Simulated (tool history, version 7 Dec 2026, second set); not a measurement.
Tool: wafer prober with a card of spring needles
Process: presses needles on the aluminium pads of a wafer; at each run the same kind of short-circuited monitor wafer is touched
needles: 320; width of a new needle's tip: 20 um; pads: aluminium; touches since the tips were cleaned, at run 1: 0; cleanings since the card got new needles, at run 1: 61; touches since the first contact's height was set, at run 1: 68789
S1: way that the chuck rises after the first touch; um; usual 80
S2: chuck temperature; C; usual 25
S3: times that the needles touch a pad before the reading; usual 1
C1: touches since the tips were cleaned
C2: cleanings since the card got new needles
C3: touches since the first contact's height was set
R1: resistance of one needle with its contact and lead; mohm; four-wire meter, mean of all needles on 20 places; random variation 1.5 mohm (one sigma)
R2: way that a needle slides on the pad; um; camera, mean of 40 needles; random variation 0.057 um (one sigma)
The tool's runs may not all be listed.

run,hour,S1,S2,S3,C1,C2,C3,R1,R2
1,0.0,80,25,1,0,61,68789,147,11.56
# hour 10.1: tips cleaned on abrasive film
# hour 18.3: tips cleaned on abrasive film
# hour 28.4: tips cleaned on abrasive film
# hour 38.6: tips cleaned on abrasive film
# hour 48.7: tips cleaned on abrasive film
# hour 58.9: tips cleaned on abrasive film
# hour 69.0: tips cleaned on abrasive film
# hour 79.1: tips cleaned on abrasive film
# hour 87.3: tips cleaned on abrasive film
# hour 96.0: tips cleaned on abrasive film
2,96.0,80,25,1,0,71,120298,145,11.52
# hour 106.2: tips cleaned on abrasive film
# hour 116.3: tips cleaned on abrasive film
# hour 126.4: tips cleaned on abrasive film
# hour 136.6: tips cleaned on abrasive film
# hour 144.7: tips cleaned on abrasive film
3,150.3,80,25,2,3013,76,149448,149,11.37
# hour 154.4: tips cleaned on abrasive film
# hour 162.5: tips cleaned on abrasive film
# hour 172.7: tips cleaned on abrasive film
# hour 180.8: tips cleaned on abrasive film
# hour 191.0: tips cleaned on abrasive film
# hour 201.1: tips cleaned on abrasive film
4,205.1,80,25,2,2144,82,178819,146,11.36
# hour 211.2: tips cleaned on abrasive film
# hour 219.3: tips cleaned on abrasive film
# hour 229.5: tips cleaned on abrasive film
# hour 239.6: tips cleaned on abrasive film
# hour 247.8: tips cleaned on abrasive film
# hour 257.9: tips cleaned on abrasive film
# hour 268.0: tips cleaned on abrasive film
5,273.6,80,25,2,3006,89,215587,150,11.39
# hour 277.7: tips cleaned on abrasive film
# hour 287.9: tips cleaned on abrasive film
# hour 296.0: tips cleaned on abrasive film
# hour 306.1: tips cleaned on abrasive film
# hour 314.3: tips cleaned on abrasive film
# hour 324.4: tips cleaned on abrasive film
# hour 324.7: height of the first contact set anew
# hour 332.9: tips cleaned on abrasive film
# hour 341.0: tips cleaned on abrasive film
6,343.4,80,25,2,1281,97,9995,145,11.35
# hour 349.5: tips cleaned on abrasive film
# hour 359.6: tips cleaned on abrasive film
# hour 369.8: tips cleaned on abrasive film
# hour 379.9: tips cleaned on abrasive film
# hour 390.1: tips cleaned on abrasive film
# hour 398.2: tips cleaned on abrasive film
7,406.2,80,25,2,4341,103,43740,148,11.34
# hour 408.3: tips cleaned on abrasive film
# hour 418.5: tips cleaned on abrasive film
# hour 428.6: tips cleaned on abrasive film
# hour 438.7: tips cleaned on abrasive film
# hour 448.9: tips cleaned on abrasive film
# hour 459.0: tips cleaned on abrasive film
# hour 469.2: tips cleaned on abrasive film
8,471.4,90,25,1,1195,110,78697,145,12.76
# hour 477.5: tips cleaned on abrasive film
# hour 487.7: tips cleaned on abrasive film
# hour 495.8: tips cleaned on abrasive film
# hour 505.9: tips cleaned on abrasive film
# hour 516.1: tips cleaned on abrasive film
# hour 526.2: tips cleaned on abrasive film
# hour 534.4: tips cleaned on abrasive film
9,542.4,90,25,1,4339,117,116799,145,12.79
# hour 544.5: tips cleaned on abrasive film
# hour 554.6: tips cleaned on abrasive film
# hour 562.8: tips cleaned on abrasive film
# hour 572.9: tips cleaned on abrasive film
# hour 583.0: tips cleaned on abrasive film
# hour 591.2: tips cleaned on abrasive film
# hour 601.3: tips cleaned on abrasive film
# hour 611.5: tips cleaned on abrasive film
# hour 619.6: tips cleaned on abrasive film
10,625.3,88,25,2,3101,126,161286,143,12.52
# hour 629.4: tips cleaned on abrasive film
# hour 637.6: tips cleaned on abrasive film
# hour 645.7: tips cleaned on abrasive film
# hour 655.9: tips cleaned on abrasive film
# hour 664.0: tips cleaned on abrasive film
# hour 674.1: tips cleaned on abrasive film
# hour 682.3: tips cleaned on abrasive film
11,688.7,61,25,2,3497,133,195278,148,8.63
# hour 690.8: tips cleaned on abrasive film
# hour 701.0: tips cleaned on abrasive film
# hour 709.1: tips cleaned on abrasive film
# hour 719.3: tips cleaned on abrasive film
# hour 729.4: tips cleaned on abrasive film
# hour 739.6: tips cleaned on abrasive film
# hour 749.7: tips cleaned on abrasive film
# hour 759.8: tips cleaned on abrasive film
# hour 770.0: tips cleaned on abrasive film
# hour 778.3: height of the first contact set anew
# hour 778.9: tips cleaned on abrasive film
12,778.9,61,25,2,0,143,242,150,8.66
# hour 789.0: tips cleaned on abrasive film
# hour 797.1: tips cleaned on abrasive film
# hour 807.3: tips cleaned on abrasive film
# hour 817.4: tips cleaned on abrasive film
# hour 827.6: tips cleaned on abrasive film
# hour 835.7: tips cleaned on abrasive film
# hour 845.9: tips cleaned on abrasive film
# hour 856.0: tips cleaned on abrasive film
# hour 864.1: tips cleaned on abrasive film
13,871.8,61,25,2,4164,152,50146,152,8.63
# hour 873.9: tips cleaned on abrasive film
# hour 884.1: tips cleaned on abrasive film
# hour 894.2: tips cleaned on abrasive film
# hour 904.4: tips cleaned on abrasive film
# hour 914.5: tips cleaned on abrasive film
# hour 922.6: tips cleaned on abrasive film
# hour 932.8: tips cleaned on abrasive film
# hour 942.9: tips cleaned on abrasive film
# hour 953.1: tips cleaned on abrasive film
14,953.4,89,25,2,174,161,93883,145,12.58
# hour 961.5: tips cleaned on abrasive film
# hour 971.7: tips cleaned on abrasive film
# hour 981.8: tips cleaned on abrasive film
# hour 992.0: tips cleaned on abrasive film
# hour 1002.1: tips cleaned on abrasive film
# hour 1012.3: tips cleaned on abrasive film
# hour 1022.4: tips cleaned on abrasive film
# hour 1030.5: tips cleaned on abrasive film
# hour 1039.9: tips cleaned on abrasive film
15,1039.9,80,25,1,0,170,140295,143,11.26
# hour 1050.1: tips cleaned on abrasive film
# hour 1060.2: tips cleaned on abrasive film
# hour 1070.4: tips cleaned on abrasive film
# hour 1080.5: tips cleaned on abrasive film
# hour 1088.6: tips cleaned on abrasive film
# hour 1097.5: tips cleaned on abrasive film
16,1097.5,60,62,2,0,176,171209,156,8.52
# hour 1105.7: tips cleaned on abrasive film
# hour 1113.8: tips cleaned on abrasive film
# hour 1124.0: tips cleaned on abrasive film
# hour 1132.1: tips cleaned on abrasive film
# hour 1142.2: tips cleaned on abrasive film
# hour 1150.4: tips cleaned on abrasive film
# hour 1160.5: tips cleaned on abrasive film
# hour 1170.7: tips cleaned on abrasive film
# hour 1180.8: tips cleaned on abrasive film
17,1184.3,60,91,1,1871,185,217733,164,8.41
# hour 1190.4: tips cleaned on abrasive film
# hour 1200.5: tips cleaned on abrasive film
# hour 1208.7: tips cleaned on abrasive film
# hour 1218.8: tips cleaned on abrasive film
# hour 1229.0: tips cleaned on abrasive film
# hour 1231.3: height of the first contact set anew
# hour 1239.4: tips cleaned on abrasive film
18,1243.2,79,28,1,2069,191,6426,145,11.15

Forecast each of these 5 alternatives for the next run:
# hour 1249.3: tips cleaned on abrasive film
# hour 1257.5: tips cleaned on abrasive film
# hour 1267.6: tips cleaned on abrasive film
# hour 1277.8: tips cleaned on abrasive film
# hour 1285.9: tips cleaned on abrasive film
# hour 1294.0: tips cleaned on abrasive film
# hour 1304.2: tips cleaned on abrasive film
# hour 1314.3: tips cleaned on abrasive film
# hour 1324.5: tips cleaned on abrasive film
# hour 1332.6: tips cleaned on abrasive film
# hour 1340.8: tips cleaned on abrasive film
A,1340.8,65,56,1,0,202,58735,?,?
# hour 1249.3: tips cleaned on abrasive film
# hour 1257.5: tips cleaned on abrasive film
# hour 1267.6: tips cleaned on abrasive film
# hour 1277.8: tips cleaned on abrasive film
# hour 1285.9: tips cleaned on abrasive film
# hour 1294.0: tips cleaned on abrasive film
# hour 1304.2: tips cleaned on abrasive film
# hour 1314.3: tips cleaned on abrasive film
# hour 1324.5: tips cleaned on abrasive film
# hour 1332.6: tips cleaned on abrasive film
# hour 1340.8: tips cleaned on abrasive film
B,1340.8,80,29,2,0,202,58735,?,?
# hour 1249.3: tips cleaned on abrasive film
# hour 1257.5: tips cleaned on abrasive film
# hour 1267.6: tips cleaned on abrasive film
# hour 1277.8: tips cleaned on abrasive film
# hour 1285.9: tips cleaned on abrasive film
# hour 1294.0: tips cleaned on abrasive film
# hour 1304.2: tips cleaned on abrasive film
# hour 1314.3: tips cleaned on abrasive film
# hour 1324.5: tips cleaned on abrasive film
# hour 1332.6: tips cleaned on abrasive film
# hour 1340.8: tips cleaned on abrasive film
C,1340.8,79,45,1,0,202,58735,?,?
# hour 1249.3: tips cleaned on abrasive film
# hour 1257.5: tips cleaned on abrasive film
# hour 1267.6: tips cleaned on abrasive film
# hour 1277.8: tips cleaned on abrasive film
# hour 1285.9: tips cleaned on abrasive film
# hour 1294.0: tips cleaned on abrasive film
# hour 1304.2: tips cleaned on abrasive film
# hour 1314.3: tips cleaned on abrasive film
# hour 1324.5: tips cleaned on abrasive film
# hour 1332.6: tips cleaned on abrasive film
# hour 1340.8: tips cleaned on abrasive film
D,1340.8,71,28,1,0,202,58735,?,?
# hour 1249.3: tips cleaned on abrasive film
# hour 1257.5: tips cleaned on abrasive film
# hour 1267.6: tips cleaned on abrasive film
# hour 1277.8: tips cleaned on abrasive film
# hour 1285.9: tips cleaned on abrasive film
# hour 1294.0: tips cleaned on abrasive film
# hour 1304.2: tips cleaned on abrasive film
# hour 1314.3: tips cleaned on abrasive film
# hour 1324.5: tips cleaned on abrasive film
# hour 1332.6: tips cleaned on abrasive film
# hour 1340.8: tips cleaned on abrasive film
E,1340.8,81,47,1,0,202,58735,?,?

run,R1,R2
A,153,9.08
B,147,11.16
C,149,11.08
D,148,9.98
E,152,11.33
Without the tool's hidden state the same runs would have given:
run,R1,R2
A,153,9.32
B,147,11.45
C,149,11.37
D,148,10.24
E,152,11.62
